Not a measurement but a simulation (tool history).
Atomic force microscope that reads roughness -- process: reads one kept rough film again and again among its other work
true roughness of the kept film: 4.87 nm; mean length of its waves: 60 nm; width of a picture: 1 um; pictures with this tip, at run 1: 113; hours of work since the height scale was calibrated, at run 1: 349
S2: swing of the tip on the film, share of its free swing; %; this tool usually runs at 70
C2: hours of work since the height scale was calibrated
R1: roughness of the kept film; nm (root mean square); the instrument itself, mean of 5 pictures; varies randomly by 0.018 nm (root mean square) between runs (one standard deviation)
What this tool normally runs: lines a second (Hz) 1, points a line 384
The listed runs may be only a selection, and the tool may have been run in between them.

run 1 hour=0 | lines_a_second_(Hz)=1 S2=70 points_a_line=384 | pictures_with_this_tip=113 C2=349 | R1=4.203
run 2 hour=29.1 | lines_a_second_(Hz)=1 S2=70 points_a_line=384 | pictures_with_this_tip=145 C2=367 | R1=4.128
run 3 hour=47.1 | lines_a_second_(Hz)=1 S2=70 points_a_line=384 | pictures_with_this_tip=165 C2=378 | R1=4.117
run 4 hour=64.9 | lines_a_second_(Hz)=1 S2=70 points_a_line=384 | pictures_with_this_tip=184 C2=389 | R1=4.066
run 5 hour=98.8 | lines_a_second_(Hz)=1 S2=70 points_a_line=384 | pictures_with_this_tip=221 C2=411 | R1=4.026
run 6 hour=132.3 | lines_a_second_(Hz)=1 S2=70 points_a_line=384 | pictures_with_this_tip=258 C2=432 | R1=3.963
-- hour=149.5 new tip fitted
run 7 hour=150.2 | lines_a_second_(Hz)=1 S2=70 points_a_line=384 | pictures_with_this_tip=1 C2=442 | R1=4.398
run 8 hour=181.6 | lines_a_second_(Hz)=1 S2=70 points_a_line=384 | pictures_with_this_tip=35 C2=462 | R1=4.361
run 9 hour=214.4 | lines_a_second_(Hz)=0.69 S2=70 points_a_line=384 | pictures_with_this_tip=71 C2=482 | R1=4.324
run 10 hour=243.5 | lines_a_second_(Hz)=1 S2=68 points_a_line=384 | pictures_with_this_tip=103 C2=501 | R1=4.271
run 11 hour=274.1 | lines_a_second_(Hz)=1 S2=70 points_a_line=384 | pictures_with_this_tip=136 C2=520 | R1=4.178
run 12 hour=298.3 | lines_a_second_(Hz)=1 S2=70 points_a_line=384 | pictures_with_this_tip=163 C2=535 | R1=4.128
run 13 hour=315.3 | lines_a_second_(Hz)=1 S2=70 points_a_line=384 | pictures_with_this_tip=181 C2=545 | R1=4.094
run 14 hour=333.4 | lines_a_second_(Hz)=1 S2=70 points_a_line=384 | pictures_with_this_tip=201 C2=557 | R1=4.079
run 15 hour=354.3 | lines_a_second_(Hz)=1 S2=70 points_a_line=384 | pictures_with_this_tip=224 C2=570 | R1=4.012
run 16 hour=377.2 | lines_a_second_(Hz)=0.78 S2=70 points_a_line=384 | pictures_with_this_tip=249 C2=584 | R1=4.018
run 17 hour=400.3 | lines_a_second_(Hz)=1 S2=70 points_a_line=384 | pictures_with_this_tip=274 C2=598 | R1=3.972
-- hour=402.8 new tip fitted
run 18 hour=433.7 | lines_a_second_(Hz)=2.5 S2=59 points_a_line=665 | pictures_with_this_tip=33 C2=619 | R1=4.313
run 19 hour=455.6 | lines_a_second_(Hz)=1.15 S2=73 points_a_line=734 | pictures_with_this_tip=57 C2=633 | R1=4.267
-- hour=459.1 height scale calibrated on a step standard
run 20 hour=478 | lines_a_second_(Hz)=0.97 S2=83 points_a_line=384 | pictures_with_this_tip=81 C2=12 | R1=4.119
run 21 hour=506.9 | lines_a_second_(Hz)=1.92 S2=71 points_a_line=568 | pictures_with_this_tip=112 C2=30 | R1=4.043
run 22 hour=530 | lines_a_second_(Hz)=1 S2=76 points_a_line=344 | pictures_with_this_tip=138 C2=44 | R1=4.1
-- hour=552 height scale calibrated on a step standard, once more
run 23 hour=556.8 | lines_a_second_(Hz)=3.51 S2=76 points_a_line=873 | pictures_with_this_tip=166 C2=3 | R1=3.41
run 24 hour=591.2 | lines_a_second_(Hz)=3.51 S2=76 points_a_line=873 | pictures_with_this_tip=204 C2=24 | R1=3.362
run 25 hour=618.5 | lines_a_second_(Hz)=2.1 S2=70 points_a_line=384 | pictures_with_this_tip=233 C2=42 | R1=3.791
run 26 hour=648.5 | lines_a_second_(Hz)=1 S2=63 points_a_line=612 | pictures_with_this_tip=266 C2=60 | R1=4.019
-- hour=657.9 new tip fitted
run 27 hour=671.6 | lines_a_second_(Hz)=1 S2=68 points_a_line=436 | pictures_with_this_tip=15 C2=74 | R1=4.417
run 28 hour=701.2 | lines_a_second_(Hz)=2.66 S2=56 points_a_line=439 | pictures_with_this_tip=47 C2=93 | R1=4.322
run 29 hour=726.5 | lines_a_second_(Hz)=2.45 S2=77 points_a_line=850 | pictures_with_this_tip=75 C2=109 | R1=3.748
run 30 hour=759.3 | lines_a_second_(Hz)=3.68 S2=67 points_a_line=267 | pictures_with_this_tip=111 C2=129 | R1=3.789
run 31 hour=792.2 | lines_a_second_(Hz)=1.33 S2=84 points_a_line=285 | pictures_with_this_tip=147 C2=150 | R1=3.793
run 32 hour=806.7 | lines_a_second_(Hz)=1.21 S2=70 points_a_line=384 | pictures_with_this_tip=163 C2=159 | R1=4.096
run 33 hour=829.1 | lines_a_second_(Hz)=1.21 S2=70 points_a_line=384 | pictures_with_this_tip=187 C2=173 | R1=4.005

Below are 4 alternative next runs, each starting from the tool's condition after run 33. Predict each:
run A hour=844.2 | lines_a_second_(Hz)=1.07 S2=59 points_a_line=370 | pictures_with_this_tip=204 C2=182 | R1=?
run B hour=844.2 | lines_a_second_(Hz)=2.27 S2=74 points_a_line=1003 | pictures_with_this_tip=204 C2=182 | R1=?
run C hour=844.2 | lines_a_second_(Hz)=2.7 S2=82 points_a_line=548 | pictures_with_this_tip=204 C2=182 | R1=?
run D hour=844.2 | lines_a_second_(Hz)=1 S2=70 points_a_line=342 | pictures_with_this_tip=204 C2=182 | R1=?

run=A R1=4.114
run=B R1=3.673
run=C R1=3.317
run=D R1=4.071
Take away the tool's hidden state, keep each run's random variation, and the runs would have read:
run=A R1=4.51
run=B R1=4.027
run=C R1=3.636
run=D R1=4.463
